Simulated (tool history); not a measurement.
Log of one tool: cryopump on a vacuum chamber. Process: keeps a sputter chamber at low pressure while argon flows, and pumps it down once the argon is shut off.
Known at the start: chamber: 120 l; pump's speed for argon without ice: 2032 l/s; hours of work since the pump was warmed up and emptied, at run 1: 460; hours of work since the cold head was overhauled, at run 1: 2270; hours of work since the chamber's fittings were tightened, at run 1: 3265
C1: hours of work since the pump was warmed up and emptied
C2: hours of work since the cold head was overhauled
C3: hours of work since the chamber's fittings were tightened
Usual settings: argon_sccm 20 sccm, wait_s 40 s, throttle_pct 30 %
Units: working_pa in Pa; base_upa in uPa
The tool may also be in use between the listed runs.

Run 1, day 0.000: usual settings; C1 460; C2 2270; C3 3265. Result: working_pa 0.0586 Pa, base_upa 1.70 uPa.
Run 2, day 2.408: usual settings; C1 507; C2 2317; C3 3312. Result: working_pa 0.0592 Pa, base_upa 1.76 uPa.
Run 3, day 4.083: usual settings but throttle_pct 39 %; C1 540; C2 2350; C3 3345. Result: working_pa 0.0465 Pa, base_upa 1.81 uPa.
At day 4.346: leaking fittings of the chamber tightened, without venting.
At day 5.125: pump warmed up, emptied and cooled again.
Run 4, day 7.262: usual settings but throttle_pct 39 %; C1 42; C2 2407; C3 53. Result: working_pa 0.0438 Pa, base_upa 1.05 uPa.
Run 5, day 10.654: usual settings but throttle_pct 39 %; C1 108; C2 2473; C3 119. Result: working_pa 0.0438 Pa, base_upa 1.05 uPa.
Run 6, day 13.942: usual settings but throttle_pct 21 %; C1 173; C2 2538; C3 184. Result: working_pa 0.0805 Pa, base_upa 1.09 uPa.
Run 7, day 16.025: usual settings but throttle_pct 21 %; C1 213; C2 2578; C3 225. Result: working_pa 0.0810 Pa, base_upa 1.07 uPa.
Run 8, day 17.783: usual settings but argon_sccm 17 sccm, throttle_pct 21 %; C1 248; C2 2613; C3 259. Result: working_pa 0.0688 Pa, base_upa 1.09 uPa.
Run 9, day 20.421: usual settings but argon_sccm 17 sccm, throttle_pct 21 %; C1 300; C2 2665; C3 311. Result: working_pa 0.0695 Pa, base_upa 1.08 uPa.
Run 10, day 22.792: usual settings; C1 346; C2 2711; C3 357. Result: working_pa 0.0577 Pa, base_upa 1.12 uPa.
Run 11, day 26.150: usual settings; C1 412; C2 2777; C3 423. Result: working_pa 0.0583 Pa, base_upa 1.10 uPa.
Run 12, day 28.933: usual settings but wait_s 29 s; C1 466; C2 2831; C3 477. Result: working_pa 0.0583 Pa, base_upa 1.44 uPa.
Run 13, day 31.817: usual settings but wait_s 29 s; C1 523; C2 2888; C3 534. Result: working_pa 0.0591 Pa, base_upa 1.48 uPa.
At day 33.538: pump warmed up, emptied and cooled again.
Run 14, day 34.883: usual settings but argon_sccm 19 sccm; C1 26; C2 2944; C3 590. Result: working_pa 0.0535 Pa, base_upa 1.11 uPa.
Run 15, day 38.312: usual settings; C1 93; C2 3011; C3 657. Result: working_pa 0.0564 Pa, base_upa 1.13 uPa.
Run 16, day 39.879: usual settings; C1 124; C2 3042; C3 688. Result: working_pa 0.0571 Pa, base_upa 1.20 uPa.
Run 17, day 42.842: usual settings but throttle_pct 43 %; C1 182; C2 3100; C3 746. Result: working_pa 0.0409 Pa, base_upa 1.20 uPa.
Run 18, day 45.896: usual settings but argon_sccm 22 sccm, wait_s 76 s, throttle_pct 50 %; C1 242; C2 3159; C3 806. Result: working_pa 0.0395 Pa, base_upa 0.82 uPa.
Run 19, day 49.512: usual settings but argon_sccm 17 sccm, wait_s 77 s, throttle_pct 19 %; C1 313; C2 3230; C3 877. Result: working_pa 0.0768 Pa, base_upa 0.83 uPa.
Run 20, day 53.142: usual settings but argon_sccm 40 sccm, wait_s 217 s, throttle_pct 52 %; C1 384; C2 3301; C3 948. Result: working_pa 0.0708 Pa, base_upa 0.55 uPa.
Run 21, day 56.029: usual settings but argon_sccm 40 sccm, wait_s 217 s, throttle_pct 52 %; C1 441; C2 3358; C3 1004. Result: working_pa 0.0711 Pa, base_upa 0.54 uPa.
Run 22, day 58.138: usual settings but argon_sccm 40 sccm, wait_s 217 s, throttle_pct 52 %; C1 482; C2 3399; C3 1045. Result: working_pa 0.0721 Pa, base_upa 0.55 uPa.
Run 23, day 60.721: usual settings but argon_sccm 22 sccm, wait_s 217 s, throttle_pct 52 %; C1 532; C2 3450; C3 1096. Result: working_pa 0.0404 Pa, base_upa 0.58 uPa.
At day 61.875: pump warmed up, emptied and cooled again.
Run 24, day 62.675: usual settings but argon_sccm 19 sccm, wait_s 73 s, throttle_pct 48 %; C1 16; C2 3484; C3 1130. Result: working_pa 0.0339 Pa, base_upa 0.87 uPa.
Run 25, day 65.192: usual settings but argon_sccm 9 sccm, wait_s 42 s, throttle_pct 22 %; C1 65; C2 3533; C3 1180. Result: working_pa 0.0348 Pa, base_upa 1.19 uPa.
Run 26, day 67.842: usual settings but wait_s 97 s, throttle_pct 22 %; C1 117; C2 3585; C3 1231. Result: working_pa 0.0770 Pa, base_upa 0.72 uPa.
Run 27, day 70.604: usual settings but argon_sccm 16 sccm; C1 171; C2 3639; C3 1286. Result: working_pa 0.0457 Pa, base_upa 1.27 uPa.
Run 28, day 73.921: usual settings but argon_sccm 8 sccm, throttle_pct 26 %; C1 236; C2 3704; C3 1350. Result: working_pa 0.0268 Pa, base_upa 1.31 uPa.
Run 29, day 75.967: usual settings but argon_sccm 9 sccm; C1 276; C2 3744; C3 1391. Result: working_pa 0.0261 Pa, base_upa 1.33 uPa.
Run 30, day 78.792: usual settings but argon_sccm 9 sccm; C1 331; C2 3800; C3 1446. Result: working_pa 0.0263 Pa, base_upa 1.31 uPa.
Run 31, day 82.329: usual settings but argon_sccm 39 sccm, wait_s 25 s, throttle_pct 31 %; C1 401; C2 3869; C3 1515. Result: working_pa 0.1115 Pa, base_upa 1.87 uPa.
Run 32, day 85.312: usual settings but argon_sccm 39 sccm, wait_s 25 s, throttle_pct 35 %; C1 459; C2 3927; C3 1574. Result: working_pa 0.1013 Pa, base_upa 1.86 uPa.
Run 33, day 89.075: usual settings but wait_s 30 s; C1 533; C2 4001; C3 1647. Result: working_pa 0.0596 Pa, base_upa 1.75 uPa.

4 ways to go on from here, each from the tool as it stands after run 33. What would each give?
At day 90.283: pump warmed up, emptied and cooled again.
Run A, day 91.562: usual settings but argon_sccm 32 sccm, wait_s 101 s; C1 25; C2 4046; C3 1692. Result: working_pa ?, base_upa ?.
At day 90.283: pump warmed up, emptied and cooled again.
Run B, day 91.562: usual settings but wait_s 122 s, throttle_pct 25 %; C1 25; C2 4046; C3 1692. Result: working_pa ?, base_upa ?.
At day 90.283: pump warmed up, emptied and cooled again.
Run C, day 91.562: usual settings but argon_sccm 37 sccm, wait_s 30 s, throttle_pct 15 %; C1 25; C2 4046; C3 1692. Result: working_pa ?, base_upa ?.
At day 90.283: pump warmed up, emptied and cooled again.
Run D, day 91.562: usual settings but argon_sccm 17 sccm, wait_s 52 s, throttle_pct 27 %; C1 25; C2 4046; C3 1692. Result: working_pa ?, base_upa ?.

run  working_pa  base_upa
  A      0.0908      0.79
  B      0.0677      0.74
  C      0.2066      1.58
  D      0.0542      1.17
Without the tool's hidden state the same runs would have given:
run  working_pa  base_upa
  A      0.0888      0.47
  B      0.0665      0.42
  C      0.2043      1.25
  D      0.0531      0.84
